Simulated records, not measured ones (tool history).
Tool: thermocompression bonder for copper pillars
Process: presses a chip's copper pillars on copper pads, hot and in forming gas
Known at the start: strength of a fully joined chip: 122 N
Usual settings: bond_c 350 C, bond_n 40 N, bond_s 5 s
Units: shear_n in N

run	hour	bond_c	bond_n	bond_s	shear_n
1	0	350	40	5	74.6
2	12.3	350	40	5	74.8
3	21	350	46	5	78.4
4	32.6	350	46	5	78
5	44	347	40	5	72.5
# hour 56.3: forming gas filter changed
6	60.7	347	40	5	74.5
7	77.3	347	40	5	73.7
8	92.5	347	40	5	74.1
9	108.7	347	40	5	73.8
10	122.4	350	29	5	66.4
11	129.9	350	29	5	66.2
12	145.7	350	29	5	66.5
13	158.2	350	29	5	66.3
14	173.3	350	29	5	65.5
15	189.3	350	29	5	65.6
16	200.1	372	29	5	76.4
17	209.8	350	40	5	74.4
18	221.4	350	40	5	74.3
19	233.8	379	31	10	95.8
20	246.6	379	31	10	95
# hour 254.7: forming gas filter changed
21	255.1	332	57	3	65.3
22	271.4	332	57	3	65.3
23	284.3	372	49	3	80.7
24	294.3	365	40	3	71.6
25	306.1	338	50	5	75.9
26	316.5	338	50	5	75.7
27	332.4	336	41	7	76.4
28	344.4	336	41	7	76.7

The next listed run, before its measurement:
29	359.7	362	40	6	?

{"run 29": {"shear_n": 85.1}}
Without the tool's hidden state the same run would have given shear_n 85.5 N.
